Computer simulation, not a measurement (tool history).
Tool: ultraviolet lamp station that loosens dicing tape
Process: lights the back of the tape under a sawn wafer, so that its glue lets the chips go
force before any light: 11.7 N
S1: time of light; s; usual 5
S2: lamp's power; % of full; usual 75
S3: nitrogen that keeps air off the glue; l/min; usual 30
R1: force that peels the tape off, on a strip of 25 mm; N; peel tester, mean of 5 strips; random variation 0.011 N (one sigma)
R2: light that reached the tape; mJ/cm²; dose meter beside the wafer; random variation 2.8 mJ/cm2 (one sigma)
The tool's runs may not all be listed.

| run | hour | S1 | S2 | S3 | R1 | R2 |
|---|---|---|---|---|---|---|
| 1 | 0 | 5 | 75 | 30 | 0.666 | 338 |
| 2 | 12.9 | 5 | 75 | 30 | 0.653 | 336 |
| 3 | 29.2 | 5 | 87 | 30 | 0.461 | 384 |
| 4 | 46.5 | 5 | 87 | 30 | 0.468 | 384 |
| 5 | 57.3 | 5 | 87 | 30 | 0.478 | 385 |
| 6 | 71.4 | 5 | 87 | 30 | 0.49 | 380 |
| 7 | 86.7 | 5 | 87 | 45 | 0.352 | 378 |
| 8 | 94.6 | 5 | 87 | 45 | 0.358 | 384 |
| 9 | 110.7 | 5 | 87 | 45 | 0.359 | 377 |
| 10 | 121.9 | 5 | 87 | 45 | 0.367 | 374 |
| 11 | 129.6 | 5 | 87 | 45 | 0.371 | 372 |
| 12 | 136.9 | 7 | 75 | 30 | 0.314 | 450 |
| 13 | 154.2 | 5 | 75 | 30 | 0.739 | 320 |
| 14 | 162.3 | 5 | 75 | 30 | 0.756 | 324 |
| 15 | 174.1 | 5 | 75 | 30 | 0.749 | 317 |
| 16 | 189.6 | 5 | 75 | 30 | 0.768 | 319 |
| 17 | 206.9 | 3 | 75 | 29 | 2.208 | 191 |
| 18 | 218.4 | 8 | 63 | 29 | 0.374 | 424 |
|  | 219.6 | window cleaned of glue's vapour |
| 19 | 230.6 | 8 | 63 | 29 | 0.404 | 408 |
| 20 | 248.4 | 8 | 63 | 29 | 0.436 | 405 |
| 21 | 265.3 | 8 | 63 | 29 | 0.41 | 406 |
| 22 | 278.5 | 5 | 75 | 26 | 0.921 | 303 |
| 23 | 293 | 2 | 75 | 30 | 3.959 | 121 |
|  | 305.3 | window cleaned of glue's vapour, once more |
| 24 | 305.8 | 7 | 68 | 45 | 0.246 | 438 |
| 25 | 321.1 | 7 | 75 | 45 | 0.21 | 483 |
| 26 | 331.7 | 7 | 88 | 45 | 0.154 | 559 |
| 27 | 344.5 | 8 | 64 | 43 | 0.226 | 465 |

Forecast each of these 3 alternatives for the next run:
| A | 352.3 | 5 | 67 | 30 | ? | ? |
| B | 352.3 | 7 | 61 | 49 | ? | ? |
| C | 352.3 | 4 | 64 | 43 | ? | ? |

| run | R1 | R2 |
|---|---|---|
| A | 0.868 | 302 |
| B | 0.326 | 387 |
| C | 1.23 | 229 |
Without the tool's hidden state the same runs would have given:
| run | R1 | R2 |
|---|---|---|
| A | 0.658 | 338 |
| B | 0.247 | 432 |
| C | 0.958 | 257 |

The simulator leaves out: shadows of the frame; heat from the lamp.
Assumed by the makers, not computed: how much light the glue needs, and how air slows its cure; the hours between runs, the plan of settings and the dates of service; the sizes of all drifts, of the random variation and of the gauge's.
